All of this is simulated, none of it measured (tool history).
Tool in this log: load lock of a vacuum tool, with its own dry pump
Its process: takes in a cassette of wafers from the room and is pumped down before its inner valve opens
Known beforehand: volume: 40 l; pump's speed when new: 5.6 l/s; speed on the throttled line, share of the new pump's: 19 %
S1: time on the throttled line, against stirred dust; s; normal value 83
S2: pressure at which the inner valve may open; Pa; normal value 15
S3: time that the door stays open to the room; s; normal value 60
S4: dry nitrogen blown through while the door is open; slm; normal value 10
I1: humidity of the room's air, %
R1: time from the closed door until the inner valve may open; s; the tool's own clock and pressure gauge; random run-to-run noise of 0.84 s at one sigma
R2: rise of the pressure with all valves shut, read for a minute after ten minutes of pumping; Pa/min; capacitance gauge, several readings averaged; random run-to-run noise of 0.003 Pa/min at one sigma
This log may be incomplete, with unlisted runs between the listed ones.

run 1 hour=0.0 | S1=83 S2=15 S3=60 S4=10 | I1=47.1 | R1=131.7 R2=0.205
run 2 hour=241.4 | S1=83 S2=15 S3=60 S4=10 | I1=47.5 | R1=130.7 R2=0.214
run 3 hour=440.8 | S1=83 S2=15 S3=60 S4=10 | I1=45.2 | R1=131.5 R2=0.223
run 4 hour=735.7 | S1=83 S2=15 S3=60 S4=10 | I1=43.9 | R1=131.6 R2=0.221
run 5 hour=927.8 | S1=83 S2=15 S3=60 S4=10 | I1=48.0 | R1=132.6 R2=0.228
run 6 hour=1105.6 | S1=83 S2=15 S3=60 S4=10 | I1=46.2 | R1=132.9 R2=0.239
run 7 hour=1252.4 | S1=83 S2=15 S3=59 S4=10 | I1=42.7 | R1=132.1 R2=0.232
run 8 hour=1542.9 | S1=83 S2=15 S3=59 S4=10 | I1=45.3 | R1=132.2 R2=0.245
run 9 hour=1847.8 | S1=83 S2=15 S3=59 S4=10 | I1=47.9 | R1=133.0 R2=0.249
run 10 hour=2142.3 | S1=83 S2=15 S3=59 S4=10 | I1=43.7 | R1=132.2 R2=0.265
run 11 hour=2282.6 | S1=83 S2=15 S3=59 S4=10 | I1=47.4 | R1=133.0 R2=0.261
run 12 hour=2607.5 | S1=83 S2=15 S3=59 S4=10 | I1=42.4 | R1=130.6 R2=0.269
run 13 hour=2817.9 | S1=83 S2=15 S3=59 S4=10 | I1=48.8 | R1=132.3 R2=0.283
run 14 hour=3024.4 | S1=100 S2=15 S3=59 S4=10 | I1=43.0 | R1=147.5 R2=0.275
run 15 hour=3298.4 | S1=83 S2=15 S3=60 S4=10 | I1=46.8 | R1=134.4 R2=0.291
run 16 hour=3523.3 | S1=83 S2=15 S3=60 S4=27 | I1=45.7 | R1=132.4 R2=0.296
run 17 hour=3847.2 | S1=83 S2=15 S3=60 S4=27 | I1=43.2 | R1=134.2 R2=0.299
run 18 hour=4050.9 | S1=109 S2=15 S3=102 S4=24 | I1=40.8 | R1=154.5 R2=0.305
run 19 hour=4314.1 | S1=47 S2=15 S3=60 S4=10 | I1=42.2 | R1=107.0 R2=0.320
run 20 hour=4500.1 | S1=47 S2=17 S3=87 S4=4 | I1=47.7 | R1=104.4 R2=0.339
run 21 hour=4759.0 | S1=85 S2=20 S3=176 S4=12 | I1=45.0 | R1=133.6 R2=0.350
run 22 hour=4998.5 | S1=56 S2=15 S3=119 S4=8 | I1=43.5 | R1=113.1 R2=0.351
run 23 hour=5173.1 | S1=42 S2=15 S3=30 S4=10 | I1=42.3 | R1=103.4 R2=0.349
run 24 hour=5367.8 | S1=42 S2=15 S3=30 S4=10 | I1=45.4 | R1=101.9 R2=0.358
run 25 hour=5663.6 | S1=83 S2=15 S3=60 S4=4 | I1=48.4 | R1=134.0 R2=0.369
run 26 hour=5887.4 | S1=83 S2=15 S3=32 S4=25 | I1=47.4 | R1=136.3 R2=0.366
run 27 hour=6105.7 | S1=44 S2=15 S3=46 S4=26 | I1=48.3 | R1=102.7 R2=0.375
run 28 hour=6272.1 | S1=44 S2=15 S3=108 S4=26 | I1=43.1 | R1=105.0 R2=0.382
run 29 hour=6522.2 | S1=98 S2=12 S3=108 S4=26 | I1=46.0 | R1=149.2 R2=0.391
run 30 hour=6770.8 | S1=117 S2=25 S3=186 S4=19 | I1=46.6 | R1=159.2 R2=0.406
run 31 hour=6972.7 | S1=117 S2=17 S3=186 S4=11 | I1=44.1 | R1=162.5 R2=0.419
run 32 hour=7108.8 | S1=117 S2=17 S3=186 S4=11 | I1=45.5 | R1=162.2 R2=0.423
run 33 hour=7259.2 | S1=117 S2=17 S3=186 S4=11 | I1=46.2 | R1=160.4 R2=0.438

Predict each of these 4 candidate next runs independently; none follows another, all start after run 33:
run A hour=7443.6 | S1=74 S2=17 S3=186 S4=11 | I1=42.3 | R1=? R2=?
run B hour=7443.6 | S1=83 S2=15 S3=60 S4=26 | I1=47.7 | R1=? R2=?
run C hour=7443.6 | S1=137 S2=15 S3=138 S4=15 | I1=44.9 | R1=? R2=?
run D hour=7443.6 | S1=113 S2=28 S3=60 S4=14 | I1=45.5 | R1=? R2=?

run=A R1=126.6 R2=0.438
run=B R1=135.8 R2=0.422
run=C R1=178.2 R2=0.427
run=D R1=153.1 R2=0.424
Take away the tool's hidden state, keep each run's random variation, and the runs would have read:
run=A R1=121.3 R2=0.031
run=B R1=130.5 R2=0.020
run=C R1=174.1 R2=0.020
run=D R1=149.0 R2=0.014

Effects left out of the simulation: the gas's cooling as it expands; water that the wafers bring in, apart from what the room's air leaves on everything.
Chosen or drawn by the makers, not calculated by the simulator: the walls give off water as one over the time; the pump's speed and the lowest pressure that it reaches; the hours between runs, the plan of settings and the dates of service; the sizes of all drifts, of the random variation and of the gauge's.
